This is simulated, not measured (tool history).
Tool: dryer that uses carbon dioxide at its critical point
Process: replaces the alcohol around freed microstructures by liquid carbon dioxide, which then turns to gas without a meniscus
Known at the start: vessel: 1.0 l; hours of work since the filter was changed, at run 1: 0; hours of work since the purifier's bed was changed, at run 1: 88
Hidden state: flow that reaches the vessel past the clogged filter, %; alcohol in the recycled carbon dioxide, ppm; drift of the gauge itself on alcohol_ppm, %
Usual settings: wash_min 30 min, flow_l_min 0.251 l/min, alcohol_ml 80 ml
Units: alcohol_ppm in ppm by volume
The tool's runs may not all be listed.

| run | hour | wash_min | flow_l_min | alcohol_ml | hours of work since the filter was changed | hours of work since the purifier's bed was changed | alcohol_ppm |
|---|---|---|---|---|---|---|---|
| 1 | 0 | 30 | 0.251 | 80 | 0 | 88 | 73 |
| 2 | 15.3 | 30 | 0.251 | 80 | 6 | 94 | 78 |
| 3 | 51.2 | 30 | 0.251 | 49 | 20 | 108 | 60 |
| 4 | 71.6 | 24 | 0.251 | 49 | 29 | 117 | 189 |
| 5 | 101.8 | 24 | 0.251 | 49 | 41 | 129 | 192 |
| 6 | 130.2 | 24 | 0.251 | 49 | 52 | 140 | 209 |
| 7 | 158.2 | 21 | 0.251 | 49 | 63 | 151 | 403 |
| 8 | 195.1 | 39 | 0.251 | 48 | 78 | 166 | 40 |
| 9 | 231.5 | 45 | 0.239 | 74 | 92 | 180 | 36 |
| 10 | 260.2 | 45 | 0.239 | 74 | 104 | 192 | 29 |
| 11 | 281.6 | 45 | 0.239 | 74 | 112 | 200 | 36 |
| 12 | 315.4 | 45 | 0.239 | 74 | 126 | 214 | 46 |
| 13 | 332.6 | 25 | 0.175 | 27 | 133 | 221 | 674 |
| 14 | 349.8 | 39 | 0.281 | 27 | 139 | 228 | 36 |

Forecast each of these 3 alternatives for the next run:
| A | 367.1 | 39 | 0.358 | 27 | 146 | 234 | ? |
| B | 367.1 | 23 | 0.281 | 47 | 146 | 234 | ? |
| C | 367.1 | 33 | 0.206 | 75 | 146 | 234 | ? |

| run | alcohol_ppm |
|---|---|
| A | 40 |
| B | 191 |
| C | 253 |
Without the tool's hidden state the same runs would have given:
| run | alcohol_ppm |
|---|---|
| A | 8 |
| B | 95 |
| C | 132 |
